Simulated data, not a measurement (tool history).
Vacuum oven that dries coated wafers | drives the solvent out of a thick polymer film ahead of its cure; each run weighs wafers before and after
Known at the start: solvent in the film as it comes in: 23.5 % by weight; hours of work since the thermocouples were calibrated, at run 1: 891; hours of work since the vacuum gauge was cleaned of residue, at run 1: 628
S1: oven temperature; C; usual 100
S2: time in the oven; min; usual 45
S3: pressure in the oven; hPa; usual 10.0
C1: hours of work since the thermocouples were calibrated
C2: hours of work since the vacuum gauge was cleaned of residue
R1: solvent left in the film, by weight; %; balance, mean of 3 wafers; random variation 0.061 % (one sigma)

run	hour	S1	S2	S3	C1	C2	R1
1	0.0	100	45	10.0	891	628	3.99
2	31.9	100	45	10.0	907	644	3.90
3	51.1	100	45	10.0	917	654	3.96
4	83.0	100	45	10.0	933	669	4.10
5	104.0	100	45	10.0	943	680	3.89
6	134.3	100	45	10.0	958	695	4.05
7	171.4	100	45	35.9	976	713	5.51
8	195.1	100	45	6.3	988	725	3.81
9	217.6	100	45	10.0	999	736	4.00
10	254.4	100	45	10.0	1018	754	3.94
11	278.5	100	45	10.0	1029	766	3.98
12	300.1	100	45	10.0	1040	777	4.05
13	328.8	100	32	10.0	1054	791	6.15
14	366.6	100	32	10.0	1073	810	6.18
15	402.6	100	32	10.0	1091	828	6.08
16	438.9	100	45	10.0	1109	846	4.15
17	456.6	100	45	10.0	1118	855	4.13
18	493.3	100	45	10.0	1136	873	4.05
19	530.5	100	45	10.0	1154	891	4.11
20	560.0	100	45	10.0	1169	906	4.17
21	582.5	92	49	15.4	1180	917	7.24
22	620.9	90	35	22.2	1199	936	10.89
23	639.9	90	35	22.2	1209	946	10.77
24	656.1	100	45	7.6	1217	954	3.95
25	682.5	103	67	5.6	1230	967	1.39

Forecast run 26:
26	713.4	109	50	15.8	1245	982	?

R1: 1.81 %
Without the tool's hidden state the same run would have given R1 1.40 %.

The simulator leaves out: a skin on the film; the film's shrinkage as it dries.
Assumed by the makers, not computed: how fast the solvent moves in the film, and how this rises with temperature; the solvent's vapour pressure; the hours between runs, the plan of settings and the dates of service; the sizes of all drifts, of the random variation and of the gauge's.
